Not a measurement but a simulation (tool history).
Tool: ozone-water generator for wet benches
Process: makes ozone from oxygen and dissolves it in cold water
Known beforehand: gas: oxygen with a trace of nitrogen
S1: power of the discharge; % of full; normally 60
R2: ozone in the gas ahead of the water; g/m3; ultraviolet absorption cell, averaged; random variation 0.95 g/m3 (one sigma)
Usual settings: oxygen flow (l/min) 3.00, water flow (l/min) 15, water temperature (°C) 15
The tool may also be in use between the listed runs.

run 1 hour=0.0 | S1=60 oxygen_flow_(l/min)=3.00 water_flow_(l/min)=15 water_temperature_(°C)=15 | dissolved_ozone_(ppm)=14.4 R2=155.2
run 2 hour=20.4 | S1=60 oxygen_flow_(l/min)=3.00 water_flow_(l/min)=15 water_temperature_(°C)=15 | dissolved_ozone_(ppm)=14.0 R2=154.3
run 3 hour=50.5 | S1=60 oxygen_flow_(l/min)=3.00 water_flow_(l/min)=15 water_temperature_(°C)=15 | dissolved_ozone_(ppm)=14.0 R2=155.9
run 4 hour=75.7 | S1=49 oxygen_flow_(l/min)=3.00 water_flow_(l/min)=15 water_temperature_(°C)=15 | dissolved_ozone_(ppm)=12.2 R2=133.7
run 5 hour=110.5 | S1=49 oxygen_flow_(l/min)=3.00 water_flow_(l/min)=15 water_temperature_(°C)=15 | dissolved_ozone_(ppm)=12.2 R2=136.3
run 6 hour=130.9 | S1=49 oxygen_flow_(l/min)=3.00 water_flow_(l/min)=15 water_temperature_(°C)=15 | dissolved_ozone_(ppm)=12.4 R2=136.0
run 7 hour=175.6 | S1=49 oxygen_flow_(l/min)=3.00 water_flow_(l/min)=15 water_temperature_(°C)=15 | dissolved_ozone_(ppm)=12.5 R2=133.6
run 8 hour=220.9 | S1=49 oxygen_flow_(l/min)=3.00 water_flow_(l/min)=15 water_temperature_(°C)=15 | dissolved_ozone_(ppm)=12.2 R2=132.5
run 9 hour=247.2 | S1=49 oxygen_flow_(l/min)=3.00 water_flow_(l/min)=15 water_temperature_(°C)=15 | dissolved_ozone_(ppm)=12.2 R2=135.3
run 10 hour=286.0 | S1=49 oxygen_flow_(l/min)=3.00 water_flow_(l/min)=15 water_temperature_(°C)=17 | dissolved_ozone_(ppm)=11.9 R2=135.6
run 11 hour=312.0 | S1=60 oxygen_flow_(l/min)=4.21 water_flow_(l/min)=15 water_temperature_(°C)=15 | dissolved_ozone_(ppm)=13.3 R2=122.7
run 12 hour=351.1 | S1=60 oxygen_flow_(l/min)=4.21 water_flow_(l/min)=15 water_temperature_(°C)=15 | dissolved_ozone_(ppm)=13.7 R2=122.0
run 13 hour=387.4 | S1=72 oxygen_flow_(l/min)=3.00 water_flow_(l/min)=15 water_temperature_(°C)=15 | dissolved_ozone_(ppm)=15.9 R2=174.1
run 14 hour=415.5 | S1=72 oxygen_flow_(l/min)=3.00 water_flow_(l/min)=22 water_temperature_(°C)=15 | dissolved_ozone_(ppm)=11.1 R2=174.0
run 15 hour=462.2 | S1=72 oxygen_flow_(l/min)=3.00 water_flow_(l/min)=22 water_temperature_(°C)=15 | dissolved_ozone_(ppm)=11.0 R2=174.0
run 16 hour=498.1 | S1=72 oxygen_flow_(l/min)=3.00 water_flow_(l/min)=22 water_temperature_(°C)=15 | dissolved_ozone_(ppm)=11.2 R2=172.5
run 17 hour=530.0 | S1=97 oxygen_flow_(l/min)=3.00 water_flow_(l/min)=10 water_temperature_(°C)=15 | dissolved_ozone_(ppm)=26.8 R2=211.8
run 18 hour=558.4 | S1=52 oxygen_flow_(l/min)=3.00 water_flow_(l/min)=14 water_temperature_(°C)=15 | dissolved_ozone_(ppm)=13.6 R2=138.5
run 19 hour=584.1 | S1=52 oxygen_flow_(l/min)=3.00 water_flow_(l/min)=14 water_temperature_(°C)=15 | dissolved_ozone_(ppm)=13.6 R2=139.2
run 20 hour=609.2 | S1=59 oxygen_flow_(l/min)=3.00 water_flow_(l/min)=14 water_temperature_(°C)=12 | dissolved_ozone_(ppm)=15.1 R2=150.7
run 21 hour=658.6 | S1=59 oxygen_flow_(l/min)=3.00 water_flow_(l/min)=12 water_temperature_(°C)=19 | dissolved_ozone_(ppm)=15.5 R2=150.0
run 22 hour=679.6 | S1=84 oxygen_flow_(l/min)=3.36 water_flow_(l/min)=12 water_temperature_(°C)=7 | dissolved_ozone_(ppm)=23.1 R2=174.8
run 23 hour=700.6 | S1=65 oxygen_flow_(l/min)=5.16 water_flow_(l/min)=15 water_temperature_(°C)=10 | dissolved_ozone_(ppm)=14.8 R2=110.0
run 24 hour=740.2 | S1=77 oxygen_flow_(l/min)=5.16 water_flow_(l/min)=12 water_temperature_(°C)=14 | dissolved_ozone_(ppm)=18.0 R2=123.1
run 25 hour=784.7 | S1=77 oxygen_flow_(l/min)=5.16 water_flow_(l/min)=12 water_temperature_(°C)=14 | dissolved_ozone_(ppm)=18.3 R2=122.3
run 26 hour=830.3 | S1=46 oxygen_flow_(l/min)=5.16 water_flow_(l/min)=12 water_temperature_(°C)=17 | dissolved_ozone_(ppm)=12.2 R2=87.5
run 27 hour=873.8 | S1=83 oxygen_flow_(l/min)=5.16 water_flow_(l/min)=13 water_temperature_(°C)=20 | dissolved_ozone_(ppm)=16.3 R2=128.3
run 28 hour=918.8 | S1=83 oxygen_flow_(l/min)=5.16 water_flow_(l/min)=13 water_temperature_(°C)=20 | dissolved_ozone_(ppm)=16.3 R2=127.0
run 29 hour=949.9 | S1=83 oxygen_flow_(l/min)=5.16 water_flow_(l/min)=13 water_temperature_(°C)=20 | dissolved_ozone_(ppm)=16.1 R2=126.2
run 30 hour=980.7 | S1=52 oxygen_flow_(l/min)=3.30 water_flow_(l/min)=16 water_temperature_(°C)=8 | dissolved_ozone_(ppm)=12.6 R2=129.8
run 31 hour=1003.9 | S1=43 oxygen_flow_(l/min)=2.66 water_flow_(l/min)=11 water_temperature_(°C)=8 | dissolved_ozone_(ppm)=15.5 R2=132.5
run 32 hour=1048.9 | S1=44 oxygen_flow_(l/min)=4.43 water_flow_(l/min)=20 water_temperature_(°C)=11 | dissolved_ozone_(ppm)=8.8 R2=94.2

Alternative continuations, all from the tool just after run 32; predict every row:
run A hour=1072.4 | S1=40 oxygen_flow_(l/min)=2.10 water_flow_(l/min)=21 water_temperature_(°C)=11 | dissolved_ozone_(ppm)=? R2=?
run B hour=1072.4 | S1=60 oxygen_flow_(l/min)=3.00 water_flow_(l/min)=10 water_temperature_(°C)=15 | dissolved_ozone_(ppm)=? R2=?
run C hour=1072.4 | S1=60 oxygen_flow_(l/min)=1.56 water_flow_(l/min)=15 water_temperature_(°C)=15 | dissolved_ozone_(ppm)=? R2=?
run D hour=1072.4 | S1=50 oxygen_flow_(l/min)=3.54 water_flow_(l/min)=15 water_temperature_(°C)=21 | dissolved_ozone_(ppm)=? R2=?

run=A dissolved_ozone_(ppm)=7.7 R2=148.1
run=B dissolved_ozone_(ppm)=18.9 R2=150.6
run=C dissolved_ozone_(ppm)=13.6 R2=240.7
run=D dissolved_ozone_(ppm)=11.2 R2=119.7
Stripped of hidden state, with their random variation kept, the same runs would have yielded:
run=A dissolved_ozone_(ppm)=8.4 R2=154.8
run=B dissolved_ozone_(ppm)=20.9 R2=160.4
run=C dissolved_ozone_(ppm)=15.1 R2=256.4
run=D dissolved_ozone_(ppm)=12.3 R2=126.4
